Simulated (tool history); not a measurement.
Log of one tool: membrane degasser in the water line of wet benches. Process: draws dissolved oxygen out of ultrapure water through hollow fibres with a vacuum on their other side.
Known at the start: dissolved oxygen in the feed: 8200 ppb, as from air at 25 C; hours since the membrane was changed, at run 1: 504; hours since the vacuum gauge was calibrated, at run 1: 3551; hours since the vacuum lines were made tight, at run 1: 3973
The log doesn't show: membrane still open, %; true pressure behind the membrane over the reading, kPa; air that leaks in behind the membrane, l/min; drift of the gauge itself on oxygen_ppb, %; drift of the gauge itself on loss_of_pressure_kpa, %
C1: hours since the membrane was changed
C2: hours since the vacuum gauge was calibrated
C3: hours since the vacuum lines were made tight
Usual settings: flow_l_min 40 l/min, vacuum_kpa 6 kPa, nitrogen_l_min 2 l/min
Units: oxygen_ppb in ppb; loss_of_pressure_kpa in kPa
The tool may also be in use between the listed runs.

run 1 day=0 | flow_l_min=40 vacuum_kpa=6 nitrogen_l_min=2 | C1=504 C2=3551 C3=3973 | oxygen_ppb=145.6 loss_of_pressure_kpa=43.64
run 2 day=2.975 | flow_l_min=35 vacuum_kpa=6 nitrogen_l_min=2 | C1=575 C2=3623 C3=4044 | oxygen_ppb=124.8 loss_of_pressure_kpa=38.53
run 3 day=5.708 | flow_l_min=40 vacuum_kpa=14.68 nitrogen_l_min=2 | C1=641 C2=3688 C3=4110 | oxygen_ppb=509.9 loss_of_pressure_kpa=44.18
run 4 day=7.817 | flow_l_min=40 vacuum_kpa=14.68 nitrogen_l_min=2 | C1=692 C2=3739 C3=4161 | oxygen_ppb=507.9 loss_of_pressure_kpa=43.85
run 5 day=9.671 | flow_l_min=63 vacuum_kpa=6 nitrogen_l_min=2 | C1=736 C2=3783 C3=4205 | oxygen_ppb=281 loss_of_pressure_kpa=68.96
run 6 day=11.562 | flow_l_min=63 vacuum_kpa=6 nitrogen_l_min=2 | C1=781 C2=3829 C3=4251 | oxygen_ppb=280.3 loss_of_pressure_kpa=69.33
run 7 day=12.888 | flow_l_min=63 vacuum_kpa=6 nitrogen_l_min=2 | C1=813 C2=3860 C3=4282 | oxygen_ppb=277.4 loss_of_pressure_kpa=69.1
run 8 day=15.221 | flow_l_min=40 vacuum_kpa=6 nitrogen_l_min=2 | C1=869 C2=3917 C3=4338 | oxygen_ppb=145.6 loss_of_pressure_kpa=43.54
run 9 day=17.496 | flow_l_min=40 vacuum_kpa=6 nitrogen_l_min=2 | C1=924 C2=3971 C3=4393 | oxygen_ppb=147.4 loss_of_pressure_kpa=43.83
run 10 day=19.946 | flow_l_min=40 vacuum_kpa=6 nitrogen_l_min=2 | C1=983 C2=4030 C3=4452 | oxygen_ppb=148.8 loss_of_pressure_kpa=44.05
run 11 day=22.312 | flow_l_min=40 vacuum_kpa=6 nitrogen_l_min=2 | C1=1039 C2=4087 C3=4509 | oxygen_ppb=147.9 loss_of_pressure_kpa=43.7
run 12 day=25.108 | flow_l_min=40 vacuum_kpa=14.2 nitrogen_l_min=2 | C1=1107 C2=4154 C3=4576 | oxygen_ppb=488.3 loss_of_pressure_kpa=44.23
run 13 day=27.608 | flow_l_min=40 vacuum_kpa=14.2 nitrogen_l_min=2 | C1=1167 C2=4214 C3=4636 | oxygen_ppb=487.4 loss_of_pressure_kpa=44.03
run 14 day=30.608 | flow_l_min=40 vacuum_kpa=6 nitrogen_l_min=2 | C1=1239 C2=4286 C3=4708 | oxygen_ppb=146.8 loss_of_pressure_kpa=44.05
run 15 day=33.496 | flow_l_min=40 vacuum_kpa=6 nitrogen_l_min=3.57 | C1=1308 C2=4355 C3=4777 | oxygen_ppb=95.4 loss_of_pressure_kpa=43.9
run 16 day=36.754 | flow_l_min=40 vacuum_kpa=6 nitrogen_l_min=3.57 | C1=1386 C2=4433 C3=4855 | oxygen_ppb=94.8 loss_of_pressure_kpa=43.76
-- day=38.917 vacuum gauge calibrated
run 17 day=39.029 | flow_l_min=56 vacuum_kpa=6 nitrogen_l_min=4.69 | C1=1440 C2=3 C3=4909 | oxygen_ppb=148.4 loss_of_pressure_kpa=61.55
run 18 day=41.062 | flow_l_min=56 vacuum_kpa=6 nitrogen_l_min=4.69 | C1=1489 C2=52 C3=4958 | oxygen_ppb=149.5 loss_of_pressure_kpa=61.8
run 19 day=43.212 | flow_l_min=28 vacuum_kpa=13.16 nitrogen_l_min=1.2 | C1=1541 C2=103 C3=5010 | oxygen_ppb=501 loss_of_pressure_kpa=30.92
run 20 day=45.933 | flow_l_min=46 vacuum_kpa=8.6 nitrogen_l_min=1.54 | C1=1606 C2=168 C3=5075 | oxygen_ppb=375.4 loss_of_pressure_kpa=51
-- day=47.383 vacuum gauge calibrated, once more
run 21 day=47.812 | flow_l_min=35 vacuum_kpa=3.9 nitrogen_l_min=2 | C1=1650 C2=10 C3=5120 | oxygen_ppb=38.4 loss_of_pressure_kpa=38.35
run 22 day=50.325 | flow_l_min=56 vacuum_kpa=7.26 nitrogen_l_min=5.03 | C1=1711 C2=71 C3=5180 | oxygen_ppb=171.3 loss_of_pressure_kpa=61.25
run 23 day=52.112 | flow_l_min=40 vacuum_kpa=6 nitrogen_l_min=1.23 | C1=1754 C2=113 C3=5223 | oxygen_ppb=205.8 loss_of_pressure_kpa=43.91
run 24 day=53.679 | flow_l_min=51 vacuum_kpa=13.2 nitrogen_l_min=1.23 | C1=1791 C2=151 C3=5260 | oxygen_ppb=810.6 loss_of_pressure_kpa=55.81
run 25 day=56.362 | flow_l_min=51 vacuum_kpa=13.2 nitrogen_l_min=1.23 | C1=1856 C2=215 C3=5325 | oxygen_ppb=803.9 loss_of_pressure_kpa=55.83
run 26 day=57.908 | flow_l_min=56 vacuum_kpa=14.31 nitrogen_l_min=4.43 | C1=1893 C2=253 C3=5362 | oxygen_ppb=381.4 loss_of_pressure_kpa=61.88
run 27 day=59.542 | flow_l_min=56 vacuum_kpa=14.31 nitrogen_l_min=4.43 | C1=1932 C2=292 C3=5401 | oxygen_ppb=377.7 loss_of_pressure_kpa=61.65
run 28 day=61.308 | flow_l_min=27 vacuum_kpa=4.66 nitrogen_l_min=2 | C1=1974 C2=334 C3=5443 | oxygen_ppb=49.6 loss_of_pressure_kpa=29.89
run 29 day=64.138 | flow_l_min=47 vacuum_kpa=4.66 nitrogen_l_min=2 | C1=2042 C2=402 C3=5511 | oxygen_ppb=112.4 loss_of_pressure_kpa=51.86

Measured less the same run without the tool's hidden state. The same run-to-run variation is in both; the gauge's scatter may not be:
run=1 oxygen_ppb=+5.6 loss_of_pressure_kpa=+0.09
run=2 oxygen_ppb=+5.3 loss_of_pressure_kpa=+0.08
run=3 oxygen_ppb=+7.3 loss_of_pressure_kpa=+0.11
run=4 oxygen_ppb=+7.3 loss_of_pressure_kpa=+0.11
run=5 oxygen_ppb=+9 loss_of_pressure_kpa=+0.18
run=6 oxygen_ppb=+9.1 loss_of_pressure_kpa=+0.2
run=7 oxygen_ppb=+9.2 loss_of_pressure_kpa=+0.2
run=8 oxygen_ppb=+6.4 loss_of_pressure_kpa=+0.13
run=9 oxygen_ppb=+6.6 loss_of_pressure_kpa=+0.15
run=10 oxygen_ppb=+6.7 loss_of_pressure_kpa=+0.16
run=11 oxygen_ppb=+6.8 loss_of_pressure_kpa=+0.17
run=12 oxygen_ppb=+8.2 loss_of_pressure_kpa=+0.18
run=13 oxygen_ppb=+8.3 loss_of_pressure_kpa=+0.18
run=14 oxygen_ppb=+7.1 loss_of_pressure_kpa=+0.21
run=15 oxygen_ppb=+4.8 loss_of_pressure_kpa=+0.21
run=16 oxygen_ppb=+4.8 loss_of_pressure_kpa=+0.22
run=17 oxygen_ppb=+8 loss_of_pressure_kpa=+0.32
run=18 oxygen_ppb=+8.2 loss_of_pressure_kpa=+0.34
run=19 oxygen_ppb=+13.7 loss_of_pressure_kpa=+0.17
run=20 oxygen_ppb=+15.3 loss_of_pressure_kpa=+0.3
run=21 oxygen_ppb=+1.3 loss_of_pressure_kpa=+0.24
run=22 oxygen_ppb=+3 loss_of_pressure_kpa=+0.39
run=23 oxygen_ppb=+2.5 loss_of_pressure_kpa=+0.28
run=24 oxygen_ppb=+3.6 loss_of_pressure_kpa=+0.36
run=25 oxygen_ppb=+3.8 loss_of_pressure_kpa=+0.38
run=26 oxygen_ppb=+4.5 loss_of_pressure_kpa=+0.43
run=27 oxygen_ppb=+4.5 loss_of_pressure_kpa=+0.44
run=28 oxygen_ppb=+1.6 loss_of_pressure_kpa=+0.21
run=29 oxygen_ppb=+3.3 loss_of_pressure_kpa=+0.38
